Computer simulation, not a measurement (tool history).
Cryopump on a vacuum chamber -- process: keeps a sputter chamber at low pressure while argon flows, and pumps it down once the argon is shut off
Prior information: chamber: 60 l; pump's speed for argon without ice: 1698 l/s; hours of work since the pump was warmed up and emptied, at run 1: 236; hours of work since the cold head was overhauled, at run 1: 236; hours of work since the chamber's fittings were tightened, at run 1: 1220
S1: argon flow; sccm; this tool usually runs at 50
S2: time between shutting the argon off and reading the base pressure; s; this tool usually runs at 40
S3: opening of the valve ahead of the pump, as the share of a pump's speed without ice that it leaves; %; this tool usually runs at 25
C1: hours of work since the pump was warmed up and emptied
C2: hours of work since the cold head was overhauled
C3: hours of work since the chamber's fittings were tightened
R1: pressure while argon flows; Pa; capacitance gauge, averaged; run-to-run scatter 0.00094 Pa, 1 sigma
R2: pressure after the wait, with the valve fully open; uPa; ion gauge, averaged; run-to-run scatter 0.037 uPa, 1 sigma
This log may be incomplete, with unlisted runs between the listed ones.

| run | hour | S1 | S2 | S3 | C1 | C2 | C3 | R1 | R2 |
|---|---|---|---|---|---|---|---|---|---|
| 1 | 0.0 | 50 | 40 | 25 | 236 | 236 | 1220 | 0.2118 | 3.05 |
| 2 | 43.8 | 50 | 40 | 25 | 258 | 258 | 1243 | 0.2122 | 3.10 |
| 3 | 81.9 | 50 | 102 | 25 | 278 | 278 | 1263 | 0.2125 | 2.07 |
| 4 | 100.5 | 50 | 102 | 25 | 288 | 288 | 1272 | 0.2135 | 2.09 |
| 5 | 142.8 | 50 | 102 | 25 | 309 | 309 | 1294 | 0.2149 | 2.12 |
| 6 | 169.9 | 50 | 102 | 25 | 323 | 323 | 1308 | 0.2171 | 2.18 |
| 7 | 192.0 | 50 | 102 | 25 | 335 | 335 | 1319 | 0.2182 | 2.19 |
| 8 | 228.1 | 50 | 102 | 25 | 353 | 353 | 1338 | 0.2190 | 2.20 |
| 9 | 260.6 | 50 | 102 | 25 | 370 | 370 | 1355 | 0.2216 | 2.20 |
| 10 | 279.9 | 50 | 22 | 25 | 380 | 380 | 1365 | 0.2198 | 5.06 |
| 11 | 303.8 | 50 | 22 | 25 | 392 | 392 | 1377 | 0.2227 | 5.12 |
|  | 333.0 | pump warmed up, emptied and cooled again |
| 12 | 339.0 | 50 | 74 | 25 | 3 | 408 | 1393 | 0.1996 | 2.10 |
| 13 | 362.8 | 50 | 74 | 25 | 15 | 420 | 1405 | 0.2002 | 2.15 |
| 14 | 388.2 | 45 | 74 | 25 | 29 | 433 | 1418 | 0.1799 | 2.22 |
| 15 | 428.8 | 50 | 40 | 25 | 49 | 454 | 1439 | 0.2017 | 3.15 |
| 16 | 455.6 | 50 | 40 | 25 | 63 | 468 | 1453 | 0.2033 | 3.05 |
| 17 | 480.7 | 50 | 40 | 25 | 76 | 481 | 1466 | 0.2046 | 3.19 |
| 18 | 515.0 | 30 | 35 | 25 | 94 | 499 | 1483 | 0.1216 | 3.37 |
| 19 | 551.7 | 95 | 35 | 25 | 113 | 518 | 1502 | 0.3882 | 3.46 |
| 20 | 583.9 | 53 | 157 | 28 | 129 | 534 | 1519 | 0.1977 | 1.84 |
| 21 | 621.7 | 28 | 38 | 25 | 149 | 554 | 1538 | 0.1161 | 3.35 |
| 22 | 665.0 | 26 | 138 | 36 | 171 | 576 | 1561 | 0.0767 | 2.01 |
| 23 | 698.8 | 26 | 138 | 36 | 189 | 594 | 1578 | 0.0768 | 1.95 |
| 24 | 730.3 | 26 | 138 | 36 | 205 | 610 | 1595 | 0.0764 | 2.01 |
| 25 | 754.5 | 26 | 74 | 50 | 217 | 622 | 1607 | 0.0589 | 2.50 |
| 26 | 796.1 | 26 | 74 | 50 | 239 | 644 | 1628 | 0.0582 | 2.59 |
| 27 | 831.9 | 50 | 40 | 50 | 257 | 662 | 1647 | 0.1132 | 3.53 |
| 28 | 866.4 | 50 | 100 | 42 | 275 | 680 | 1665 | 0.1317 | 2.41 |
| 29 | 889.2 | 53 | 53 | 18 | 287 | 692 | 1676 | 0.3098 | 3.05 |
| 30 | 912.9 | 53 | 53 | 18 | 299 | 704 | 1689 | 0.3116 | 3.13 |
| 31 | 956.2 | 53 | 53 | 18 | 322 | 726 | 1711 | 0.3131 | 3.29 |
| 32 | 990.1 | 53 | 53 | 18 | 339 | 744 | 1729 | 0.3125 | 3.26 |
| 33 | 1026.0 | 53 | 53 | 30 | 357 | 762 | 1747 | 0.1986 | 3.28 |

Alternative continuations, all from the tool just after run 33; predict every row:
| A | 1062.5 | 50 | 76 | 25 | 376 | 781 | 1766 | ? | ? |
| B | 1062.5 | 53 | 79 | 30 | 376 | 781 | 1766 | ? | ? |
| C | 1062.5 | 53 | 53 | 16 | 376 | 781 | 1766 | ? | ? |
| D | 1062.5 | 76 | 53 | 26 | 376 | 781 | 1766 | ? | ? |
| E | 1062.5 | 50 | 90 | 40 | 376 | 781 | 1766 | ? | ? |

| run | R1 | R2 |
|---|---|---|
| A | 0.2226 | 2.87 |
| B | 0.1994 | 2.89 |
| C | 0.3553 | 3.37 |
| D | 0.3225 | 3.36 |
| E | 0.1464 | 2.76 |
Had the tool no hidden state, the same runs would have come out as:
| run | R1 | R2 |
|---|---|---|
| A | 0.2001 | 1.11 |
| B | 0.1756 | 1.09 |
| C | 0.3314 | 1.57 |
| D | 0.2887 | 1.56 |
| E | 0.1240 | 0.97 |
